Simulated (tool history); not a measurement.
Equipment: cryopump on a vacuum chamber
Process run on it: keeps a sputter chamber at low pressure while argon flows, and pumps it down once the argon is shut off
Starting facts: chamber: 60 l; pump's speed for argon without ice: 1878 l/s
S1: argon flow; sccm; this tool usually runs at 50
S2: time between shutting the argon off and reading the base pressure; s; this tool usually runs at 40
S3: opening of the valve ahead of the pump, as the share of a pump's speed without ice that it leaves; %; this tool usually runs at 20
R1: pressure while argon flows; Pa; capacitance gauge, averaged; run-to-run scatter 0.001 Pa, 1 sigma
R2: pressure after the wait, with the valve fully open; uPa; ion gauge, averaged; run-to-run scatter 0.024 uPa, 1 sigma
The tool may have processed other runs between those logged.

Run 1, day 0.000: usual settings. Result: R1 0.2428 Pa, R2 2.41 uPa.
At day 1.954: pump warmed up, emptied and cooled again.
Run 2, day 2.571: usual settings. Result: R1 0.2255 Pa, R2 2.00 uPa.
At day 4.121: leaking fittings of the chamber tightened, without venting.
Run 3, day 4.854: usual settings but S3 21 %. Result: R1 0.2168 Pa, R2 0.92 uPa.
Run 4, day 6.525: usual settings but S1 37 sccm. Result: R1 0.1675 Pa, R2 0.93 uPa.
Run 5, day 8.158: usual settings but S1 37 sccm. Result: R1 0.1688 Pa, R2 0.92 uPa.
Run 6, day 10.517: usual settings but S1 37 sccm. Result: R1 0.1685 Pa, R2 0.94 uPa.
Run 7, day 12.554: usual settings but S3 19 %. Result: R1 0.2433 Pa, R2 1.00 uPa.
Run 8, day 14.738: usual settings but S3 19 %. Result: R1 0.2440 Pa, R2 0.97 uPa.
Run 9, day 16.958: usual settings. Result: R1 0.2339 Pa, R2 1.01 uPa.
Run 10, day 18.542: usual settings. Result: R1 0.2323 Pa, R2 1.05 uPa.
Run 11, day 21.742: usual settings but S1 35 sccm. Result: R1 0.1655 Pa, R2 1.05 uPa.
Run 12, day 23.812: usual settings but S2 296 s. Result: R1 0.2365 Pa, R2 0.50 uPa.
Run 13, day 26.333: usual settings but S2 296 s. Result: R1 0.2388 Pa, R2 0.53 uPa.
Run 14, day 29.475: usual settings but S2 296 s. Result: R1 0.2416 Pa, R2 0.60 uPa.
Run 15, day 32.842: usual settings but S2 296 s. Result: R1 0.2442 Pa, R2 0.66 uPa.
Run 16, day 35.008: usual settings but S2 296 s. Result: R1 0.2439 Pa, R2 0.73 uPa.
At day 35.392: pump warmed up, emptied and cooled again.
Run 17, day 37.046: usual settings but S2 296 s. Result: R1 0.2252 Pa, R2 0.55 uPa.
Run 18, day 40.067: usual settings but S1 96 sccm, S2 24 s, S3 17 %. Result: R1 0.5131 Pa, R2 1.72 uPa.
Run 19, day 43.408: usual settings but S1 96 sccm, S2 24 s, S3 17 %. Result: R1 0.5211 Pa, R2 1.75 uPa.
Run 20, day 46.617: usual settings but S1 96 sccm, S2 24 s, S3 17 %. Result: R1 0.5157 Pa, R2 1.76 uPa.
Run 21, day 49.800: usual settings but S1 55 sccm, S2 35 s, S3 26 %. Result: R1 0.1999 Pa, R2 1.55 uPa.
Run 22, day 51.350: usual settings but S1 26 sccm, S2 77 s, S3 42 %. Result: R1 0.0601 Pa, R2 0.98 uPa.
Run 23, day 54.162: usual settings but S1 20 sccm, S2 36 s, S3 34 %. Result: R1 0.0570 Pa, R2 1.45 uPa.
Run 24, day 56.954: usual settings but S1 92 sccm, S2 206 s, S3 34 %. Result: R1 0.2653 Pa, R2 0.85 uPa.
Run 25, day 59.450: usual settings but S1 92 sccm, S2 206 s, S3 34 %. Result: R1 0.2690 Pa, R2 0.95 uPa.
Run 26, day 62.704: usual settings but S1 92 sccm, S2 206 s, S3 34 %. Result: R1 0.2708 Pa, R2 0.99 uPa.
Run 27, day 65.142: usual settings but S2 98 s, S3 39 %. Result: R1 0.1328 Pa, R2 1.19 uPa.
Run 28, day 67.338: usual settings but S2 60 s, S3 39 %. Result: R1 0.1348 Pa, R2 1.47 uPa.
At day 68.683: pump warmed up, emptied and cooled again.
Run 29, day 70.421: usual settings but S2 60 s, S3 39 %. Result: R1 0.1182 Pa, R2 1.24 uPa.
Run 30, day 72.658: usual settings but S3 19 %. Result: R1 0.2365 Pa, R2 1.48 uPa.

Run 31 has not been measured yet. What should we expect?
Run 31, day 74.571: usual settings but S1 96 sccm, S2 24 s, S3 29 %. Result: R1 ?, R2 ?.

{"run 31": {"R1": 0.306, "R2": 2.02}}
With the hidden condition absent and the run-to-run variation left alone, this run would have shown R1 0.2978 Pa, R2 1.37 uPa.
